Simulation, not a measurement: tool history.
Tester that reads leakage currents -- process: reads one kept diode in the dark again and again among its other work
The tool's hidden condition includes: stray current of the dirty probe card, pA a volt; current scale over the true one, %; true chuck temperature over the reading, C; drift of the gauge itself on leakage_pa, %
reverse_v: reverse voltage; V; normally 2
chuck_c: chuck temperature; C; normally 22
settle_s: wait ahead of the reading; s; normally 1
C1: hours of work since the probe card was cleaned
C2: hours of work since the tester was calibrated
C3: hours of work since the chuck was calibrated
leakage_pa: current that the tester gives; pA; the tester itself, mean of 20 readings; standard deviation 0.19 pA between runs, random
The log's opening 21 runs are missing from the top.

Run 22, hour 517.2: usual settings but reverse_v 2.75 V, chuck_c 47 C, settle_s 0.42 s; C1 523; C2 836; C3 942. Result: leakage_pa 687.02 pA.
Run 23, hour 536.1: usual settings but reverse_v 2.75 V, chuck_c 47 C, settle_s 0.42 s; C1 534; C2 848; C3 953. Result: leakage_pa 688.53 pA.
Run 24, hour 564.3: usual settings but reverse_v 11.65 V, chuck_c 47 C, settle_s 0.42 s; C1 552; C2 865; C3 971. Result: leakage_pa 1509.54 pA.
Run 25, hour 581: usual settings but reverse_v 5.47 V, chuck_c 31 C, settle_s 0.34 s; C1 562; C2 875; C3 981. Result: leakage_pa 251.67 pA.
Run 26, hour 600.7: usual settings but reverse_v 15.31 V, settle_s 0.47 s; C1 574; C2 888; C3 993. Result: leakage_pa 193.98 pA.
Run 27, hour 623.2: usual settings but reverse_v 15.31 V, settle_s 0.47 s; C1 588; C2 901; C3 1007. Result: leakage_pa 193.69 pA.
Run 28, hour 649.7: usual settings but reverse_v 4.03 V, chuck_c 26 C, settle_s 2.58 s; C1 604; C2 918; C3 1023. Result: leakage_pa 133.4 pA.
Run 29, hour 667.3: usual settings but reverse_v 4.03 V, chuck_c 26 C, settle_s 2.58 s; C1 615; C2 928; C3 1034. Result: leakage_pa 132.65 pA.

Run 30, settings as shown, results not yet in. Your forecast:
Run 30, hour 682: usual settings but reverse_v 12.03 V, settle_s 2.16 s; C1 624; C2 937; C3 1043. Result: leakage_pa ?.

Run 30 measured leakage_pa 164.8 pA.
With the hidden condition absent and the run-to-run variation left alone, this run would have shown leakage_pa 164.72 pA.
